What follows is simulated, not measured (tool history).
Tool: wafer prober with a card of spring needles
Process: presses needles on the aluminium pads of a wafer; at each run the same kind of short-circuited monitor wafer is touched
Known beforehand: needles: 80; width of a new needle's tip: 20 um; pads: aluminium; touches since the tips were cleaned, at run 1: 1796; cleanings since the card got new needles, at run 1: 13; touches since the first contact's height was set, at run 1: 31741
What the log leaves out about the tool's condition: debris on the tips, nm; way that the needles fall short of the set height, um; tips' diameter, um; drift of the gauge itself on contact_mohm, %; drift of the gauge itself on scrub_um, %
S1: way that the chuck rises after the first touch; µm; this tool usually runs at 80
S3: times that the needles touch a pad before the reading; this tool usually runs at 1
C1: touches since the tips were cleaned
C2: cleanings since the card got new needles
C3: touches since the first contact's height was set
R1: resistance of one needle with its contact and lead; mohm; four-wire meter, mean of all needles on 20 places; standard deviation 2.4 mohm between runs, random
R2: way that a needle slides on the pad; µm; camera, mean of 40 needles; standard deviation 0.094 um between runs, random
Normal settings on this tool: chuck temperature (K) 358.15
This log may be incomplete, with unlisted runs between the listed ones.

run 1 hour=0 | S1=80 chuck_temperature_(K)=358.15 S3=1 | C1=1796 C2=13 C3=31741 | R1=296 R2=10.86
-- hour=1.3 tips cleaned on abrasive film
-- hour=7.7 tips cleaned on abrasive film
-- hour=14.4 tips cleaned on abrasive film
run 2 hour=16.8 | S1=80 chuck_temperature_(K)=358.15 S3=1 | C1=817 C2=16 C3=37376 | R1=289 R2=10.77
-- hour=21.3 tips cleaned on abrasive film
run 3 hour=26.1 | S1=80 chuck_temperature_(K)=358.15 S3=1 | C1=1648 C2=17 C3=40519 | R1=292 R2=10.84
-- hour=27.8 tips cleaned on abrasive film
-- hour=34.8 tips cleaned on abrasive film
run 4 hour=38.4 | S1=80 chuck_temperature_(K)=358.15 S3=1 | C1=1227 C2=19 C3=44637 | R1=289 R2=11.03
-- hour=41.3 tips cleaned on abrasive film
run 5 hour=47.5 | S1=80 chuck_temperature_(K)=358.15 S3=1 | C1=2096 C2=20 C3=47684 | R1=298 R2=10.84
-- hour=48.5 tips cleaned on abrasive film
-- hour=55.6 tips cleaned on abrasive film
run 6 hour=56.4 | S1=80 chuck_temperature_(K)=358.15 S3=2 | C1=258 C2=22 C3=50654 | R1=280 R2=10.86
-- hour=58.2 height of the first contact set anew
-- hour=62.5 tips cleaned on abrasive film
-- hour=69.6 tips cleaned on abrasive film
run 7 hour=71.3 | S1=80 chuck_temperature_(K)=358.15 S3=2 | C1=569 C2=24 C3=4396 | R1=280 R2=10.52
-- hour=77 tips cleaned on abrasive film
run 8 hour=83 | S1=80 chuck_temperature_(K)=358.15 S3=2 | C1=2060 C2=25 C3=8363 | R1=287 R2=10.64
-- hour=84 tips cleaned on abrasive film
-- hour=91.5 tips cleaned on abrasive film
run 9 hour=96.1 | S1=80 chuck_temperature_(K)=358.15 S3=2 | C1=1551 C2=27 C3=12748 | R1=288 R2=10.49
-- hour=99.1 tips cleaned on abrasive film
run 10 hour=104.5 | S1=80 chuck_temperature_(K)=358.15 S3=2 | C1=1835 C2=28 C3=15572 | R1=289 R2=10.69
-- hour=105.8 tips cleaned on abrasive film
-- hour=113.3 tips cleaned on abrasive film
run 11 hour=116.8 | S1=68 chuck_temperature_(K)=313.15 S3=1 | C1=1180 C2=30 C3=19710 | R1=283 R2=9.01
-- hour=119.8 tips cleaned on abrasive film
-- hour=126.4 tips cleaned on abrasive film
-- hour=132.9 tips cleaned on abrasive film
run 12 hour=133.3 | S1=69 chuck_temperature_(K)=358.15 S3=1 | C1=140 C2=33 C3=25225 | R1=281 R2=9.21
-- hour=139.7 tips cleaned on abrasive film
-- hour=141.5 height of the first contact set anew, once more
run 13 hour=142.5 | S1=69 chuck_temperature_(K)=358.15 S3=1 | C1=839 C2=34 C3=327 | R1=286 R2=9.38
-- hour=147 tips cleaned on abrasive film
-- hour=154 tips cleaned on abrasive film
run 14 hour=158.6 | S1=80 chuck_temperature_(K)=373.15 S3=1 | C1=1561 C2=36 C3=5746 | R1=294 R2=10.96
-- hour=161 tips cleaned on abrasive film
-- hour=167.6 tips cleaned on abrasive film
-- hour=174.8 tips cleaned on abrasive film
run 15 hour=176 | S1=85 chuck_temperature_(K)=305.15 S3=2 | C1=378 C2=39 C3=11565 | R1=267 R2=11.57
-- hour=181.6 tips cleaned on abrasive film
run 16 hour=186.4 | S1=85 chuck_temperature_(K)=305.15 S3=2 | C1=1620 C2=40 C3=15086 | R1=271 R2=11.64
-- hour=188 tips cleaned on abrasive film
-- hour=194.8 tips cleaned on abrasive film
-- hour=201.6 tips cleaned on abrasive film
run 17 hour=204 | S1=82 chuck_temperature_(K)=321.15 S3=2 | C1=816 C2=43 C3=20988 | R1=271 R2=11.16

Take each entry between the runs: how does the hidden state at the last listed run before it differ from the hidden state at the first listed run after it?
Logged between run 1 and run 2: tips cleaned on abrasive film (hour 1.3); tips cleaned on abrasive film (hour 7.7); tips cleaned on abrasive film (hour 14.4)
  debris on the tips, nm: 110.8 -> 68.2; way that the needles fall short of the set height, um: 0.63 -> 0.77; tips' diameter, um: 20.22 -> 20.27
  measured less the result without the state, R1: +19 -> +12 mohm; R2: -0.08 -> -0.11 µm
Logged between run 2 and run 3: tips cleaned on abrasive film (hour 21.3)
  debris on the tips, nm: 68.2 -> 102.8; way that the needles fall short of the set height, um: 0.77 -> 0.82; tips' diameter, um: 20.27 -> 20.29
  measured less the result without the state, R1: +12 -> +18 mohm; R2: -0.11 -> -0.11 µm
Logged between run 3 and run 4: tips cleaned on abrasive film (hour 27.8); tips cleaned on abrasive film (hour 34.8)
  debris on the tips, nm: 102.8 -> 82.3; way that the needles fall short of the set height, um: 0.82 -> 0.93; tips' diameter, um: 20.29 -> 20.32
  measured less the result without the state, R1: +18 -> +15 mohm; R2: -0.11 -> -0.13 µm
Logged between run 4 and run 5: tips cleaned on abrasive film (hour 41.3)
  debris on the tips, nm: 82.3 -> 118.7; way that the needles fall short of the set height, um: 0.93 -> 0.99; tips' diameter, um: 20.32 -> 20.34
  measured less the result without the state, R1: +15 -> +21 mohm; R2: -0.13 -> -0.13 µm
Logged between run 5 and run 6: tips cleaned on abrasive film (hour 48.5); tips cleaned on abrasive film (hour 55.6)
  debris on the tips, nm: 118.7 -> 27.8; way that the needles fall short of the set height, um: 0.99 -> 1.06; tips' diameter, um: 20.34 -> 20.37
  measured less the result without the state, R1: +21 -> +3 mohm; R2: -0.13 -> -0.15 µm
Logged between run 6 and run 7: height of the first contact set anew (hour 58.2); tips cleaned on abrasive film (hour 62.5); tips cleaned on abrasive film (hour 69.6)
  debris on the tips, nm: 27.8 -> 47.5; way that the needles fall short of the set height, um: 1.06 -> 1.68; tips' diameter, um: 20.37 -> 20.4
  measured less the result without the state, R1: +3 -> +5 mohm; R2: -0.15 -> -0.23 µm
Logged between run 7 and run 8: tips cleaned on abrasive film (hour 77)
  debris on the tips, nm: 47.5 -> 119.8; way that the needles fall short of the set height, um: 1.68 -> 1.73; tips' diameter, um: 20.4 -> 20.41
  measured less the result without the state, R1: +5 -> +13 mohm; R2: -0.23 -> -0.23 µm
Logged between run 8 and run 9: tips cleaned on abrasive film (hour 84); tips cleaned on abrasive film (hour 91.5)
  debris on the tips, nm: 119.8 -> 91.4; way that the needles fall short of the set height, um: 1.73 -> 1.83; tips' diameter, um: 20.41 -> 20.45
  measured less the result without the state, R1: +13 -> +10 mohm; R2: -0.23 -> -0.25 µm
Logged between run 9 and run 10: tips cleaned on abrasive film (hour 99.1)
  debris on the tips, nm: 91.4 -> 109.4; way that the needles fall short of the set height, um: 1.83 -> 1.86; tips' diameter, um: 20.45 -> 20.46
  measured less the result without the state, R1: +10 -> +12 mohm; R2: -0.25 -> -0.25 µm
Logged between run 10 and run 11: tips cleaned on abrasive film (hour 105.8); tips cleaned on abrasive film (hour 113.3)
  debris on the tips, nm: 109.4 -> 80.8; way that the needles fall short of the set height, um: 1.86 -> 1.95; tips' diameter, um: 20.46 -> 20.49
  measured less the result without the state, R1: +12 -> +21 mohm; R2: -0.25 -> -0.26 µm
Logged between run 11 and run 12: tips cleaned on abrasive film (hour 119.8); tips cleaned on abrasive film (hour 126.4); tips cleaned on abrasive film (hour 132.9)
  debris on the tips, nm: 80.8 -> 20.1; way that the needles fall short of the set height, um: 1.95 -> 2.08; tips' diameter, um: 20.49 -> 20.54
  measured less the result without the state, R1: +21 -> +6 mohm; R2: -0.26 -> -0.28 µm
Logged between run 12 and run 13: tips cleaned on abrasive film (hour 139.7); height of the first contact set anew, once more (hour 141.5)
  debris on the tips, nm: 20.1 -> 60.4; way that the needles fall short of the set height, um: 2.08 -> 0; tips' diameter, um: 20.54 -> 20.55
  measured less the result without the state, R1: +6 -> +14 mohm; R2: -0.28 -> +0 µm
Logged between run 13 and run 14: tips cleaned on abrasive film (hour 147); tips cleaned on abrasive film (hour 154)
  debris on the tips, nm: 60.4 -> 96.8; way that the needles fall short of the set height, um: 0 -> 0.08; tips' diameter, um: 20.55 -> 20.58
  measured less the result without the state, R1: +14 -> +16 mohm; R2: +0 -> -0.01 µm
Logged between run 14 and run 15: tips cleaned on abrasive film (hour 161); tips cleaned on abrasive film (hour 167.6); tips cleaned on abrasive film (hour 174.8)
  debris on the tips, nm: 96.8 -> 43.4; way that the needles fall short of the set height, um: 0.08 -> 0.21; tips' diameter, um: 20.58 -> 20.62
  measured less the result without the state, R1: +16 -> +4 mohm; R2: -0.01 -> -0.03 µm
Logged between run 15 and run 16: tips cleaned on abrasive film (hour 181.6)
  debris on the tips, nm: 43.4 -> 103.8; way that the needles fall short of the set height, um: 0.21 -> 0.24; tips' diameter, um: 20.62 -> 20.64
  measured less the result without the state, R1: +4 -> +11 mohm; R2: -0.03 -> -0.03 µm
Logged between run 16 and run 17: tips cleaned on abrasive film (hour 188); tips cleaned on abrasive film (hour 194.8); tips cleaned on abrasive film (hour 201.6)
  debris on the tips, nm: 103.8 -> 66.1; way that the needles fall short of the set height, um: 0.24 -> 0.39; tips' diameter, um: 20.64 -> 20.69
  measured less the result without the state, R1: +11 -> +7 mohm; R2: -0.03 -> -0.06 µm
